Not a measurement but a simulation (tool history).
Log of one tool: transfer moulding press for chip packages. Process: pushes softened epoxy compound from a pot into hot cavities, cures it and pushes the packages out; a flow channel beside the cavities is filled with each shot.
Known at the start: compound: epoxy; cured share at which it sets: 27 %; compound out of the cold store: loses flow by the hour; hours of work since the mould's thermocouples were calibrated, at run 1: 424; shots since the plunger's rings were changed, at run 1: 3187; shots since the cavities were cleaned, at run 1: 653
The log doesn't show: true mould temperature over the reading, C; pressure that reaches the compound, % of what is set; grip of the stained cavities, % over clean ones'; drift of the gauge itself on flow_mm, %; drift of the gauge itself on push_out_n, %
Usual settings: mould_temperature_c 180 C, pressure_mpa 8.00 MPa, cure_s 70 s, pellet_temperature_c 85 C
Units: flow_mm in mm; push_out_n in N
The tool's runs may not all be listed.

run,hour,mould_temperature_c,pressure_mpa,cure_s,pellet_temperature_c,hours of work since the mould's thermocouples were calibrated,shots since the plunger's rings were changed,shots since the cavities were cleaned,incoming compound's hours out of the cold store,flow_mm,push_out_n
1,0.0,180,8.00,70,85,424,3187,653,44.0,493,376
2,12.5,180,8.00,70,85,434,3438,904,44.0,489,388
# hour 20.6: cavities cleaned with cleaning compound and waxed
# hour 24.7: plunger's sealing rings changed
3,30.8,180,8.00,70,85,445,123,156,11.7,588,317
4,39.9,180,8.00,70,85,452,305,338,8.4,576,328
5,47.9,180,8.00,70,85,458,467,500,21.3,557,369
6,56.4,178,8.00,70,85,465,640,673,15.3,579,451
7,72.0,178,8.00,70,85,478,954,987,17.2,569,463
# hour 75.4: cavities cleaned with cleaning compound and waxed
8,89.5,178,8.00,70,85,490,1276,285,19.9,559,375
9,101.0,178,8.00,70,85,499,1508,517,35.9,531,405
# hour 104.6: mould's thermocouples calibrated
10,118.9,180,9.19,70,77,11,1828,837,45.4,554,385
# hour 129.6: cavities cleaned with cleaning compound and waxed
11,133.8,180,9.46,61,78,22,2098,85,16.2,606,436
12,149.8,180,7.10,74,78,35,2421,408,14.6,519,337
13,157.5,180,7.10,74,78,41,2575,562,11.4,517,357
14,165.8,177,8.00,70,85,47,2742,729,33.7,512,466
15,178.7,177,8.00,70,85,57,3003,990,18.1,552,520

Forecast each of these 4 alternatives for the next run:
# hour 181.8: cavities cleaned with cleaning compound and waxed
A,191.7,180,6.55,75,78,67,3235,199,41.2,?,?
# hour 181.8: cavities cleaned with cleaning compound and waxed
B,191.7,174,7.14,70,85,67,3235,199,34.0,?,?
# hour 181.8: cavities cleaned with cleaning compound and waxed
C,191.7,180,8.95,84,85,67,3235,199,35.5,?,?
# hour 181.8: cavities cleaned with cleaning compound and waxed
D,191.7,180,8.00,70,79,67,3235,199,37.8,?,?

run,flow_mm,push_out_n
A,451,284
B,503,483
C,531,275
D,504,321
Without the tool's hidden state the same runs would have given:
run,flow_mm,push_out_n
A,478,234
B,532,378
C,563,233
D,534,262
